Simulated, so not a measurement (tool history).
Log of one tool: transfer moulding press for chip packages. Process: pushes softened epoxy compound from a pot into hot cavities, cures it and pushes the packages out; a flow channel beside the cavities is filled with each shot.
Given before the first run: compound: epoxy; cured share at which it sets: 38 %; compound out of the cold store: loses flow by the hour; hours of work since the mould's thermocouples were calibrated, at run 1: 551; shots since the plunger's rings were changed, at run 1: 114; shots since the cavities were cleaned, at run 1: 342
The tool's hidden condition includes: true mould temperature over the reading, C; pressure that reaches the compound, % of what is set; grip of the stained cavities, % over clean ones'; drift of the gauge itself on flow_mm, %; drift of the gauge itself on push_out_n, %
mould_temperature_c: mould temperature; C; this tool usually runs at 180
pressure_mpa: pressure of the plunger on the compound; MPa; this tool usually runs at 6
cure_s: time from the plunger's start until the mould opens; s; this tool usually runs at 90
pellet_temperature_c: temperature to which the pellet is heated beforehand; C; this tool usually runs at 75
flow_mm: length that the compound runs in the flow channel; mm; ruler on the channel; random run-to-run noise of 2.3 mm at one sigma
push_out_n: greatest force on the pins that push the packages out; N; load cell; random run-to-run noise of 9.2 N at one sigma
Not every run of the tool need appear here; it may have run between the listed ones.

run	hour	mould_temperature_c	pressure_mpa	cure_s	pellet_temperature_c	hours of work since the mould's thermocouples were calibrated	shots since the plunger's rings were changed	shots since the cavities were cleaned	incoming compound's hours out of the cold store	flow_mm	push_out_n
1	0	180	6	90	75	551	114	342	30.9	602	505
# hour 63.1: cavities cleaned with cleaning compound and waxed
2	63.3	180	5.32	90	75	580	743	1	31.6	565	405
3	134.8	180	5.32	79	75	614	1471	729	12.4	597	753
# hour 156.8: cavities cleaned with cleaning compound and waxed
4	214.6	180	5.32	79	75	651	2268	588	18	583	711
# hour 249.9: cavities cleaned with cleaning compound and waxed
5	264	180	5.32	79	75	674	2755	143	19.6	576	576
# hour 335.6: mould's thermocouples calibrated
# hour 347: cavities cleaned with cleaning compound and waxed
6	347	182	6	90	75	5	3565	0	16.1	615	396
7	398.9	180	6	90	75	29	4093	528	24.1	590	542
# hour 440.6: cavities cleaned with cleaning compound and waxed
8	443.5	180	6	90	75	50	4531	29	22	591	445
9	484.6	180	6.44	90	75	70	4950	448	24.6	604	549
# hour 535.7: cavities cleaned with cleaning compound and waxed
10	540.1	180	6.44	90	75	95	5499	45	31.7	587	426
11	606.7	180	6.44	90	75	127	6177	723	42.9	563	530
# hour 632: cavities cleaned with cleaning compound and waxed
# hour 656.8: plunger's sealing rings changed
12	658.1	180	6	90	69	150	13	240	43.8	575	482
# hour 727.5: cavities cleaned with cleaning compound and waxed
13	727.9	180	6	104	75	182	708	4	28.8	603	345
14	774.6	188	5.55	90	75	204	1184	480	36.5	558	424
# hour 824.8: cavities cleaned with cleaning compound and waxed
15	846.2	188	6.05	93	70	238	1897	218	47.1	554	398
# hour 918.3: cavities cleaned with cleaning compound and waxed
16	925.7	188	6.05	93	70	275	2691	76	15.1	611	352
17	1000.4	175	6	90	69	310	3451	836	44.5	555	737
# hour 1013.5: cavities cleaned with cleaning compound and waxed
18	1044.8	180	7.05	90	75	331	3888	319	30	628	494
# hour 1111.8: cavities cleaned with cleaning compound and waxed
19	1118.4	180	5.62	74	75	365	4621	67	35.4	541	657
20	1181.9	184	4.71	90	74	396	5267	713	26.7	506	481
# hour 1203.4: cavities cleaned with cleaning compound and waxed
21	1270.3	178	6	90	76	437	6152	681	30	564	588
# hour 1301.4: cavities cleaned with cleaning compound and waxed
# hour 1323.5: plunger's sealing rings changed
22	1341.5	177	7.3	116	75	469	183	383	45.4	630	411
23	1383.1	183	5.9	120	72	489	606	806	43.5	566	455
# hour 1397.9: cavities cleaned with cleaning compound and waxed
24	1426.4	183	5.9	120	72	509	1031	289	25.7	599	409
# hour 1489.7: cavities cleaned with cleaning compound and waxed
25	1518.3	183	5.9	94	76	552	1952	291	15.1	618	416
26	1577.2	180	5.08	90	72	580	2551	890	43.4	515	549

Run by run, hidden condition taken away, random variation retained:
run	flow_mm	push_out_n
1	605	409
2	571	413
3	608	574
4	599	552
5	594	547
6	640	393
7	618	405
8	622	422
9	640	417
10	626	414
11	606	377
12	577	404
13	610	345
14	567	320
15	568	330
16	633	326
17	581	532
18	660	404
19	574	641
20	541	348
21	609	440
22	634	322
23	572	316
24	607	330
25	633	355
26	532	398
